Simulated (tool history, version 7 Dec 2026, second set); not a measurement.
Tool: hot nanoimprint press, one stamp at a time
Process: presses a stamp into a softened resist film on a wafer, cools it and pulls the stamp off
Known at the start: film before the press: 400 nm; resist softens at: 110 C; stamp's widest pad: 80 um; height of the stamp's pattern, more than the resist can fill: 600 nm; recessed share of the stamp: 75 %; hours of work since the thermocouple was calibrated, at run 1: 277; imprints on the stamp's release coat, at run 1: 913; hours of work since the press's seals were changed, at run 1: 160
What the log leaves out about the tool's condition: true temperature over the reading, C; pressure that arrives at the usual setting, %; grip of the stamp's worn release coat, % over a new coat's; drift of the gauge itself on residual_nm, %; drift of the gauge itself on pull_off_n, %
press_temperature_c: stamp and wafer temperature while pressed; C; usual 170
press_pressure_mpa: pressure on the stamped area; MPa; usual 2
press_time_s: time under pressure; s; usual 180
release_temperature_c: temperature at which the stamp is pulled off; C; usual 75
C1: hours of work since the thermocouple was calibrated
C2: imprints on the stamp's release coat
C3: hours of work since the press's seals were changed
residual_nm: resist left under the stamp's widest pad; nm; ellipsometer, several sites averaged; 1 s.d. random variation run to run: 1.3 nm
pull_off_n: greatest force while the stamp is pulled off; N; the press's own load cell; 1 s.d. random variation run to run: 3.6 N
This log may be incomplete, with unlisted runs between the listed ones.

{"run": 1, "hour": 0.0, "press_temperature_c": 170, "press_pressure_mpa": 2, "press_time_s": 180, "release_temperature_c": 75, "C1": 277, "C2": 913, "C3": 160, "residual_nm": 203.8, "pull_off_n": 175}
{"run": 2, "hour": 55.0, "press_temperature_c": 170, "press_pressure_mpa": 2, "press_time_s": 180, "release_temperature_c": 75, "C1": 301, "C2": 1013, "C3": 184, "residual_nm": 207, "pull_off_n": 181}
{"run": 3, "hour": 138.9, "press_temperature_c": 170, "press_pressure_mpa": 2, "press_time_s": 180, "release_temperature_c": 75, "C1": 337, "C2": 1167, "C3": 220, "residual_nm": 207, "pull_off_n": 173}
{"run": 4, "hour": 218.0, "press_temperature_c": 170, "press_pressure_mpa": 2, "press_time_s": 180, "release_temperature_c": 75, "C1": 371, "C2": 1312, "C3": 255, "residual_nm": 207.4, "pull_off_n": 179}
{"run": 5, "hour": 280.5, "press_temperature_c": 170, "press_pressure_mpa": 2, "press_time_s": 180, "release_temperature_c": 75, "C1": 398, "C2": 1426, "C3": 282, "residual_nm": 206, "pull_off_n": 176}
{"run": 6, "hour": 332.3, "press_temperature_c": 170, "press_pressure_mpa": 2, "press_time_s": 169, "release_temperature_c": 75, "C1": 421, "C2": 1521, "C3": 304, "residual_nm": 211, "pull_off_n": 174}
{"run": 7, "hour": 388.9, "press_temperature_c": 170, "press_pressure_mpa": 2, "press_time_s": 169, "release_temperature_c": 75, "C1": 445, "C2": 1624, "C3": 329, "residual_nm": 211.1, "pull_off_n": 173}
{"hour": 447.0, "done": "stamp cleaned and given a new release coat"}
{"run": 8, "hour": 477.6, "press_temperature_c": 170, "press_pressure_mpa": 2, "press_time_s": 169, "release_temperature_c": 75, "C1": 481, "C2": 56, "C3": 365, "residual_nm": 211.4, "pull_off_n": 181}
{"run": 9, "hour": 538.0, "press_temperature_c": 170, "press_pressure_mpa": 2, "press_time_s": 169, "release_temperature_c": 75, "C1": 507, "C2": 166, "C3": 391, "residual_nm": 211, "pull_off_n": 180}
{"run": 10, "hour": 594.3, "press_temperature_c": 170, "press_pressure_mpa": 2.8, "press_time_s": 169, "release_temperature_c": 75, "C1": 532, "C2": 269, "C3": 415, "residual_nm": 185.2, "pull_off_n": 174}
{"hour": 626.7, "done": "plate thermocouple calibrated"}
{"run": 11, "hour": 634.7, "press_temperature_c": 172, "press_pressure_mpa": 1.52, "press_time_s": 93, "release_temperature_c": 75, "C1": 3, "C2": 338, "C3": 431, "residual_nm": 260.9, "pull_off_n": 177}
{"run": 12, "hour": 677.9, "press_temperature_c": 170, "press_pressure_mpa": 2.37, "press_time_s": 203, "release_temperature_c": 61, "C1": 22, "C2": 417, "C3": 450, "residual_nm": 182.6, "pull_off_n": 209}
{"run": 13, "hour": 743.8, "press_temperature_c": 163, "press_pressure_mpa": 2, "press_time_s": 187, "release_temperature_c": 75, "C1": 51, "C2": 537, "C3": 479, "residual_nm": 268.4, "pull_off_n": 183}
{"run": 14, "hour": 804.3, "press_temperature_c": 163, "press_pressure_mpa": 2, "press_time_s": 187, "release_temperature_c": 75, "C1": 77, "C2": 648, "C3": 505, "residual_nm": 265.4, "pull_off_n": 176}
{"run": 15, "hour": 885.3, "press_temperature_c": 163, "press_pressure_mpa": 2, "press_time_s": 187, "release_temperature_c": 75, "C1": 112, "C2": 796, "C3": 540, "residual_nm": 267.8, "pull_off_n": 174}
{"run": 16, "hour": 958.1, "press_temperature_c": 163, "press_pressure_mpa": 2, "press_time_s": 187, "release_temperature_c": 75, "C1": 144, "C2": 929, "C3": 572, "residual_nm": 268, "pull_off_n": 178}
{"hour": 1024.4, "done": "press's hydraulic seals changed and the load cell set to zero"}
{"run": 17, "hour": 1048.4, "press_temperature_c": 163, "press_pressure_mpa": 2, "press_time_s": 187, "release_temperature_c": 75, "C1": 179, "C2": 1080, "C3": 10, "residual_nm": 266.6, "pull_off_n": 178}

Forecast run 18:
{"run": 18, "hour": 1126.1, "press_temperature_c": 175, "press_pressure_mpa": 1.44, "press_time_s": 112, "release_temperature_c": 62, "C1": 213, "C2": 1222, "C3": 44, "residual_nm": "?", "pull_off_n": "?"}

{"run 18": {"residual_nm": 226.3, "pull_off_n": 215}}
Without the tool's hidden state the same run would have given residual_nm 226.1 nm, pull_off_n 213 N.
